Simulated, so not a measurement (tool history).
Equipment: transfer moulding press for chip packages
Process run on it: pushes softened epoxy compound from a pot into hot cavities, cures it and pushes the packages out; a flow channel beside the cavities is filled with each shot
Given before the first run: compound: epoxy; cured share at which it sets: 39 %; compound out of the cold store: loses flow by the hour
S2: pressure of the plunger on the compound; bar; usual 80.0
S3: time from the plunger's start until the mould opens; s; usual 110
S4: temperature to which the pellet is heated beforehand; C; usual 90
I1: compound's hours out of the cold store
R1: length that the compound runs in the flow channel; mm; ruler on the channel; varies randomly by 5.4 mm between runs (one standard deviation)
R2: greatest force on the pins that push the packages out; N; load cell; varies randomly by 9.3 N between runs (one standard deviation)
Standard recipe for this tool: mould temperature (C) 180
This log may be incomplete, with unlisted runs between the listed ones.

run 1 hour=0.0 | mould_temperature_(C)=180 S2=80.0 S3=110 S4=90 | I1=38.0 | R1=490 R2=429
run 2 hour=35.4 | mould_temperature_(C)=180 S2=80.0 S3=110 S4=85 | I1=33.8 | R1=503 R2=566
run 3 hour=74.8 | mould_temperature_(C)=180 S2=70.2 S3=110 S4=90 | I1=41.5 | R1=451 R2=681
run 4 hour=124.3 | mould_temperature_(C)=180 S2=69.2 S3=110 S4=90 | I1=24.7 | R1=480 R2=775
-- hour=171.5 cavities cleaned with cleaning compound and waxed
run 5 hour=186.4 | mould_temperature_(C)=180 S2=80.0 S3=110 S4=90 | I1=16.4 | R1=535 R2=508
run 6 hour=251.0 | mould_temperature_(C)=180 S2=80.0 S3=121 S4=90 | I1=24.1 | R1=510 R2=642
run 7 hour=315.1 | mould_temperature_(C)=180 S2=80.0 S3=121 S4=90 | I1=37.5 | R1=471 R2=721
-- hour=340.9 cavities cleaned with cleaning compound and waxed
run 8 hour=377.8 | mould_temperature_(C)=180 S2=80.0 S3=121 S4=90 | I1=29.9 | R1=488 R2=541
run 9 hour=442.8 | mould_temperature_(C)=180 S2=80.0 S3=121 S4=90 | I1=19.3 | R1=529 R2=690
run 10 hour=507.0 | mould_temperature_(C)=180 S2=80.0 S3=121 S4=90 | I1=15.5 | R1=527 R2=743
-- hour=513.9 cavities cleaned with cleaning compound and waxed
run 11 hour=570.8 | mould_temperature_(C)=180 S2=68.6 S3=110 S4=90 | I1=22.1 | R1=468 R2=658
-- hour=597.0 mould's thermocouples calibrated
run 12 hour=622.1 | mould_temperature_(C)=180 S2=68.6 S3=110 S4=90 | I1=39.4 | R1=414 R2=714
-- hour=685.4 cavities cleaned with cleaning compound and waxed
run 13 hour=699.1 | mould_temperature_(C)=180 S2=68.6 S3=110 S4=90 | I1=47.2 | R1=389 R2=487
-- hour=765.4 plunger's sealing rings changed
run 14 hour=767.0 | mould_temperature_(C)=180 S2=80.0 S3=92 S4=90 | I1=32.9 | R1=505 R2=895
run 15 hour=811.9 | mould_temperature_(C)=180 S2=80.0 S3=92 S4=90 | I1=45.0 | R1=463 R2=933
-- hour=856.9 cavities cleaned with cleaning compound and waxed
run 16 hour=888.5 | mould_temperature_(C)=187 S2=90.4 S3=97 S4=89 | I1=16.7 | R1=565 R2=519
run 17 hour=962.8 | mould_temperature_(C)=187 S2=65.7 S3=110 S4=90 | I1=29.4 | R1=445 R2=641
run 18 hour=1011.5 | mould_temperature_(C)=187 S2=91.0 S3=110 S4=90 | I1=39.6 | R1=484 R2=676
-- hour=1033.0 cavities cleaned with cleaning compound and waxed
run 19 hour=1084.8 | mould_temperature_(C)=187 S2=91.0 S3=110 S4=90 | I1=27.9 | R1=524 R2=541
run 20 hour=1168.3 | mould_temperature_(C)=180 S2=80.0 S3=110 S4=82 | I1=18.0 | R1=525 R2=765
-- hour=1204.8 cavities cleaned with cleaning compound and waxed
run 21 hour=1240.3 | mould_temperature_(C)=180 S2=80.0 S3=146 S4=82 | I1=15.2 | R1=526 R2=516

For run 22, what comes out?
run 22 hour=1297.1 | mould_temperature_(C)=180 S2=69.4 S3=110 S4=95 | I1=23.2 | R1=? R2=?

R1: 450 mm
R2: 742 N
If the tool had no hidden condition, the same run with the same run-to-run variation would have returned R1 482 mm, R2 425 N.

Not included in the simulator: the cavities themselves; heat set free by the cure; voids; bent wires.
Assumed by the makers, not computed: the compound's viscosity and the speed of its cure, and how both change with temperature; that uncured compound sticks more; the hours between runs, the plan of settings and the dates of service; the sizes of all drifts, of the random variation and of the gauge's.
